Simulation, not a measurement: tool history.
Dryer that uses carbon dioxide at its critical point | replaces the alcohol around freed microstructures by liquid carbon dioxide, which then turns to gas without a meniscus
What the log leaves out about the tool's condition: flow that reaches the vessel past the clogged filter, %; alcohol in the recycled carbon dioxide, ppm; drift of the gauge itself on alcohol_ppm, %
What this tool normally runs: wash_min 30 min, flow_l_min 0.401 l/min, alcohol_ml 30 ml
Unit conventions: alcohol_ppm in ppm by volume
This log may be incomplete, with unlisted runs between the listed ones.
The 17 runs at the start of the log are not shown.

| run | hour | wash_min | flow_l_min | alcohol_ml | hours of work since the filter was changed | hours of work since the purifier's bed was changed | alcohol_ppm |
|---|---|---|---|---|---|---|---|
| 18 | 346.4 | 21 | 0.306 | 30 | 276 | 222 | 1855 |
| 19 | 365.9 | 21 | 0.306 | 30 | 283 | 229 | 1886 |
| 20 | 384.6 | 21 | 0.306 | 30 | 290 | 236 | 1915 |
| 21 | 411.2 | 21 | 0.306 | 41 | 300 | 246 | 2642 |
| 22 | 436.4 | 30 | 0.455 | 30 | 310 | 255 | 206 |
| 23 | 447.3 | 30 | 0.527 | 30 | 314 | 259 | 113 |
| 24 | 465.9 | 30 | 0.527 | 30 | 321 | 266 | 114 |
| 25 | 481.8 | 30 | 0.527 | 30 | 327 | 272 | 117 |
| 26 | 503.5 | 30 | 0.527 | 30 | 335 | 281 | 121 |
| 27 | 529 | 30 | 0.282 | 30 | 344 | 290 | 1044 |
| 28 | 542.5 | 42 | 0.439 | 24 | 349 | 295 | 55 |
| 29 | 556.4 | 42 | 0.439 | 24 | 355 | 300 | 61 |
| 30 | 575 | 42 | 0.439 | 24 | 362 | 307 | 60 |
| 31 | 586.7 | 20 | 0.255 | 51 | 366 | 312 | 5135 |
| 32 | 603.6 | 30 | 0.477 | 30 | 372 | 318 | 201 |
| 33 | 628.9 | 19 | 0.401 | 20 | 382 | 327 | 920 |
| 34 | 647.7 | 46 | 0.581 | 30 | 389 | 334 | 34 |

The next listed run, before its measurement:
| 35 | 664.9 | 30 | 0.653 | 53 | 395 | 341 | ? |

{"run 35": {"alcohol_ppm": 96}}
Had the tool carried no hidden state, the very same run would have given alcohol_ppm 36 ppm by volume.
